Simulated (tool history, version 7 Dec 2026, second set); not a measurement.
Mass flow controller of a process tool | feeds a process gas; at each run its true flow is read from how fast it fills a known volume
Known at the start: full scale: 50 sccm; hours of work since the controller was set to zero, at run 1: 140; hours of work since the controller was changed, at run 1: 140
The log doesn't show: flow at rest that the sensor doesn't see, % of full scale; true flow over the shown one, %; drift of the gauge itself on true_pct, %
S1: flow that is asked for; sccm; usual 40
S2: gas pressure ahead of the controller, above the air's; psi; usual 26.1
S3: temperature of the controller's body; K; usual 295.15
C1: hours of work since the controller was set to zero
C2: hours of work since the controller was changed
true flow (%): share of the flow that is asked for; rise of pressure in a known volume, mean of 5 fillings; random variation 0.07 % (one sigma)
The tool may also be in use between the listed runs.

run 1 hour=0.0 | S1=40 S2=26.1 S3=295.15 | C1=140 C2=140 | true_flow_(%)=99.41
run 2 hour=73.4 | S1=40 S2=26.1 S3=295.15 | C1=185 C2=185 | true_flow_(%)=99.29
run 3 hour=107.2 | S1=40 S2=35.7 S3=295.15 | C1=206 C2=206 | true_flow_(%)=99.16
run 4 hour=166.0 | S1=40 S2=26.1 S3=295.15 | C1=243 C2=243 | true_flow_(%)=99.39
run 5 hour=221.6 | S1=40 S2=26.1 S3=295.15 | C1=277 C2=277 | true_flow_(%)=99.40
run 6 hour=282.9 | S1=40 S2=26.1 S3=295.15 | C1=315 C2=315 | true_flow_(%)=99.27
run 7 hour=320.5 | S1=37 S2=26.1 S3=295.15 | C1=338 C2=338 | true_flow_(%)=99.30
run 8 hour=369.8 | S1=40 S2=26.1 S3=295.15 | C1=369 C2=369 | true_flow_(%)=99.35
run 9 hour=438.7 | S1=40 S2=26.1 S3=295.15 | C1=411 C2=411 | true_flow_(%)=99.33
run 10 hour=512.3 | S1=40 S2=26.1 S3=295.15 | C1=457 C2=457 | true_flow_(%)=99.38
run 11 hour=557.0 | S1=40 S2=26.1 S3=303.15 | C1=484 C2=484 | true_flow_(%)=100.10
run 12 hour=625.0 | S1=40 S2=26.1 S3=303.15 | C1=527 C2=527 | true_flow_(%)=100.08
run 13 hour=674.0 | S1=40 S2=26.1 S3=295.15 | C1=557 C2=557 | true_flow_(%)=99.27
run 14 hour=749.0 | S1=8 S2=26.1 S3=295.15 | C1=603 C2=603 | true_flow_(%)=97.93
run 15 hour=794.2 | S1=40 S2=26.1 S3=297.15 | C1=631 C2=631 | true_flow_(%)=99.61
run 16 hour=862.7 | S1=40 S2=26.1 S3=297.15 | C1=674 C2=674 | true_flow_(%)=99.55
run 17 hour=916.3 | S1=40 S2=26.1 S3=297.15 | C1=707 C2=707 | true_flow_(%)=99.58
run 18 hour=960.5 | S1=40 S2=24.5 S3=297.15 | C1=734 C2=734 | true_flow_(%)=99.51
run 19 hour=1017.6 | S1=14 S2=20.7 S3=300.15 | C1=769 C2=769 | true_flow_(%)=98.67
run 20 hour=1058.9 | S1=27 S2=20.3 S3=309.15 | C1=795 C2=795 | true_flow_(%)=100.06
run 21 hour=1103.5 | S1=6 S2=29.9 S3=301.15 | C1=823 C2=823 | true_flow_(%)=98.14
run 22 hour=1153.0 | S1=5 S2=33.8 S3=295.15 | C1=853 C2=853 | true_flow_(%)=97.47
run 23 hour=1214.2 | S1=40 S2=33.4 S3=295.15 | C1=891 C2=891 | true_flow_(%)=99.14
run 24 hour=1284.3 | S1=40 S2=28.6 S3=294.15 | C1=934 C2=934 | true_flow_(%)=99.18
run 25 hour=1333.3 | S1=40 S2=22.0 S3=299.15 | C1=965 C2=965 | true_flow_(%)=99.74
run 26 hour=1406.4 | S1=40 S2=21.8 S3=307.15 | C1=1010 C2=1010 | true_flow_(%)=100.46
run 27 hour=1480.7 | S1=40 S2=21.8 S3=307.15 | C1=1056 C2=1056 | true_flow_(%)=100.50
run 28 hour=1540.5 | S1=40 S2=21.8 S3=307.15 | C1=1093 C2=1093 | true_flow_(%)=100.42
run 29 hour=1599.2 | S1=40 S2=21.8 S3=307.15 | C1=1129 C2=1129 | true_flow_(%)=100.56
run 30 hour=1655.4 | S1=11 S2=21.8 S3=298.15 | C1=1164 C2=1164 | true_flow_(%)=98.49
run 31 hour=1707.9 | S1=7 S2=31.3 S3=295.15 | C1=1197 C2=1197 | true_flow_(%)=97.65
run 32 hour=1760.2 | S1=7 S2=31.3 S3=295.15 | C1=1229 C2=1229 | true_flow_(%)=97.73
run 33 hour=1797.1 | S1=7 S2=31.3 S3=295.15 | C1=1252 C2=1252 | true_flow_(%)=97.73
run 34 hour=1841.8 | S1=7 S2=31.3 S3=295.15 | C1=1279 C2=1279 | true_flow_(%)=97.68

5 ways to go on from here, each from the tool as it stands after run 34. What would each give?
run A hour=1889.8 | S1=11 S2=26.1 S3=302.15 | C1=1309 C2=1309 | true_flow_(%)=?
run B hour=1889.8 | S1=7 S2=29.0 S3=298.15 | C1=1309 C2=1309 | true_flow_(%)=?
run C hour=1889.8 | S1=7 S2=31.3 S3=295.15 | C1=1309 C2=1309 | true_flow_(%)=?
run D hour=1889.8 | S1=40 S2=26.1 S3=304.15 | C1=1309 C2=1309 | true_flow_(%)=?
run E hour=1889.8 | S1=40 S2=26.1 S3=302.15 | C1=1309 C2=1309 | true_flow_(%)=?

run=A true_flow_(%)=98.60
run=B true_flow_(%)=98.03
run=C true_flow_(%)=97.71
run=D true_flow_(%)=100.11
run=E true_flow_(%)=99.82
Without the tool's hidden state the same runs would have given:
run=A true_flow_(%)=98.60
run=B true_flow_(%)=98.02
run=C true_flow_(%)=97.70
run=D true_flow_(%)=100.11
run=E true_flow_(%)=99.82
